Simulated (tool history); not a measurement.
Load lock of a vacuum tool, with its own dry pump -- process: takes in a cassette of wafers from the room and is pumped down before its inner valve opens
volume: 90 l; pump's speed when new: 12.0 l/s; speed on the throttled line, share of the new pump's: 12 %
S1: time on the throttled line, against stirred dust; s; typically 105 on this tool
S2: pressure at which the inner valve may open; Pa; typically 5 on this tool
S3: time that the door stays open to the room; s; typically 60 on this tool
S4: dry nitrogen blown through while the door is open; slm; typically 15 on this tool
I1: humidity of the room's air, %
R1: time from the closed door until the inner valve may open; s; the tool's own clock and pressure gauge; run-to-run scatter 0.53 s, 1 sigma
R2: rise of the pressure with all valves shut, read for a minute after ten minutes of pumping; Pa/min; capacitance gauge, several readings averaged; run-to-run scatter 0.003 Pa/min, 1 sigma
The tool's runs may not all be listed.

{"run": 1, "hour": 0.0, "S1": 105, "S2": 5, "S3": 60, "S4": 15, "I1": 42.9, "R1": 170.7, "R2": 0.103}
{"run": 2, "hour": 146.0, "S1": 105, "S2": 5, "S3": 60, "S4": 15, "I1": 43.2, "R1": 171.8, "R2": 0.102}
{"run": 3, "hour": 337.9, "S1": 105, "S2": 5, "S3": 60, "S4": 15, "I1": 45.4, "R1": 170, "R2": 0.117}
{"run": 4, "hour": 539.0, "S1": 105, "S2": 5, "S3": 60, "S4": 15, "I1": 44.4, "R1": 171.4, "R2": 0.127}
{"run": 5, "hour": 645.8, "S1": 105, "S2": 5, "S3": 60, "S4": 15, "I1": 44.6, "R1": 171.8, "R2": 0.127}
{"run": 6, "hour": 806.7, "S1": 105, "S2": 5, "S3": 60, "S4": 15, "I1": 42.9, "R1": 171.5, "R2": 0.131}
{"run": 7, "hour": 910.0, "S1": 105, "S2": 5, "S3": 26, "S4": 15, "I1": 43.3, "R1": 171.9, "R2": 0.129}
{"run": 8, "hour": 1164.8, "S1": 105, "S2": 5, "S3": 26, "S4": 15, "I1": 41.9, "R1": 172.4, "R2": 0.136}
{"run": 9, "hour": 1358.9, "S1": 105, "S2": 5, "S3": 26, "S4": 15, "I1": 46.3, "R1": 170.8, "R2": 0.149}
{"run": 10, "hour": 1587.7, "S1": 105, "S2": 4, "S3": 60, "S4": 15, "I1": 43.3, "R1": 174.4, "R2": 0.169}
{"hour": 1796.4, "done": "door's seal changed, seat wiped"}
{"run": 11, "hour": 1796.4, "S1": 105, "S2": 7, "S3": 60, "S4": 15, "I1": 44.6, "R1": 169.2, "R2": 0.031}
{"run": 12, "hour": 2041.1, "S1": 105, "S2": 7, "S3": 60, "S4": 15, "I1": 46.6, "R1": 169.3, "R2": 0.029}
{"run": 13, "hour": 2241.5, "S1": 105, "S2": 7, "S3": 60, "S4": 35, "I1": 43.7, "R1": 169.9, "R2": 0.029}
{"run": 14, "hour": 2364.1, "S1": 105, "S2": 7, "S3": 60, "S4": 35, "I1": 49.8, "R1": 169.4, "R2": 0.028}
{"run": 15, "hour": 2561.9, "S1": 105, "S2": 7, "S3": 60, "S4": 35, "I1": 49.2, "R1": 169.6, "R2": 0.027}
{"run": 16, "hour": 2779.5, "S1": 105, "S2": 5, "S3": 60, "S4": 15, "I1": 44.9, "R1": 173.3, "R2": 0.042}
{"run": 17, "hour": 2932.3, "S1": 105, "S2": 4, "S3": 60, "S4": 15, "I1": 45.1, "R1": 175.5, "R2": 0.04}
{"run": 18, "hour": 3104.1, "S1": 105, "S2": 4, "S3": 60, "S4": 15, "I1": 41.1, "R1": 175.5, "R2": 0.047}
{"run": 19, "hour": 3316.3, "S1": 105, "S2": 4, "S3": 60, "S4": 15, "I1": 44.7, "R1": 176.4, "R2": 0.052}
{"run": 20, "hour": 3471.8, "S1": 105, "S2": 4, "S3": 73, "S4": 5, "I1": 46.5, "R1": 176.3, "R2": 0.071}
{"run": 21, "hour": 3706.1, "S1": 56, "S2": 4, "S3": 73, "S4": 5, "I1": 43.9, "R1": 133.4, "R2": 0.076}
{"run": 22, "hour": 3844.8, "S1": 56, "S2": 4, "S3": 73, "S4": 5, "I1": 44.1, "R1": 133.8, "R2": 0.08}
{"run": 23, "hour": 4064.0, "S1": 159, "S2": 5, "S3": 79, "S4": 15, "I1": 46.1, "R1": 221.8, "R2": 0.075}
{"run": 24, "hour": 4235.5, "S1": 183, "S2": 5, "S3": 236, "S4": 15, "I1": 44.9, "R1": 240.5, "R2": 0.111}
{"run": 25, "hour": 4369.9, "S1": 144, "S2": 7, "S3": 60, "S4": 15, "I1": 47.5, "R1": 206.6, "R2": 0.076}
{"run": 26, "hour": 4522.6, "S1": 105, "S2": 7, "S3": 25, "S4": 15, "I1": 41.6, "R1": 172.1, "R2": 0.071}
{"run": 27, "hour": 4747.2, "S1": 105, "S2": 7, "S3": 25, "S4": 15, "I1": 45.8, "R1": 172.3, "R2": 0.08}
{"run": 28, "hour": 4928.8, "S1": 124, "S2": 5, "S3": 117, "S4": 19, "I1": 47.6, "R1": 191.6, "R2": 0.105}
{"run": 29, "hour": 5170.2, "S1": 105, "S2": 8, "S3": 132, "S4": 15, "I1": 45.6, "R1": 171.1, "R2": 0.129}
{"run": 30, "hour": 5341.4, "S1": 105, "S2": 8, "S3": 132, "S4": 15, "I1": 43.5, "R1": 172.5, "R2": 0.128}
{"run": 31, "hour": 5466.2, "S1": 105, "S2": 6, "S3": 132, "S4": 22, "I1": 42.8, "R1": 174.3, "R2": 0.128}
{"run": 32, "hour": 5635.7, "S1": 61, "S2": 5, "S3": 45, "S4": 15, "I1": 46.5, "R1": 138.1, "R2": 0.121}
{"run": 33, "hour": 5850.2, "S1": 105, "S2": 5, "S3": 82, "S4": 5, "I1": 45.6, "R1": 176.5, "R2": 0.151}
{"run": 34, "hour": 6100.7, "S1": 105, "S2": 9, "S3": 40, "S4": 23, "I1": 44.5, "R1": 171.6, "R2": 0.127}
{"run": 35, "hour": 6314.5, "S1": 84, "S2": 9, "S3": 68, "S4": 18, "I1": 44, "R1": 153.5, "R2": 0.15}
{"run": 36, "hour": 6564.9, "S1": 84, "S2": 9, "S3": 68, "S4": 38, "I1": 46.2, "R1": 153.6, "R2": 0.161}

Hidden state or all else? Some run-to-run changes of R1, split into what the settings, what came in and random variation would give without the hidden state, and what is left for the hidden state (with any gauge scatter that isn't in both results):
Hidden conditions of the tool in this case: pump's speed, % of a new pump's; leak at the door's seal, Pa l/s; drift of the gauge itself on ready_s, %; drift of the gauge itself on rise_pa_min, %.
Run 20 -> 21: S1 105 -> 56. R1 -42.9 s: hidden state +0.7, all else -43.6.
Run 22 -> 23: S1 56 -> 159, S2 4 -> 5, S3 73 -> 79, S4 5 -> 15. R1 +88 s: hidden state -1, all else +89.
Run 31 -> 32: S1 105 -> 61, S2 6 -> 5, S3 132 -> 45, S4 22 -> 15. R1 -36.2 s: hidden state +1, all else -37.2.
Run 32 -> 33: S1 61 -> 105, S3 45 -> 82, S4 15 -> 5. R1 +38.4 s: hidden state -0.4, all else +38.8.
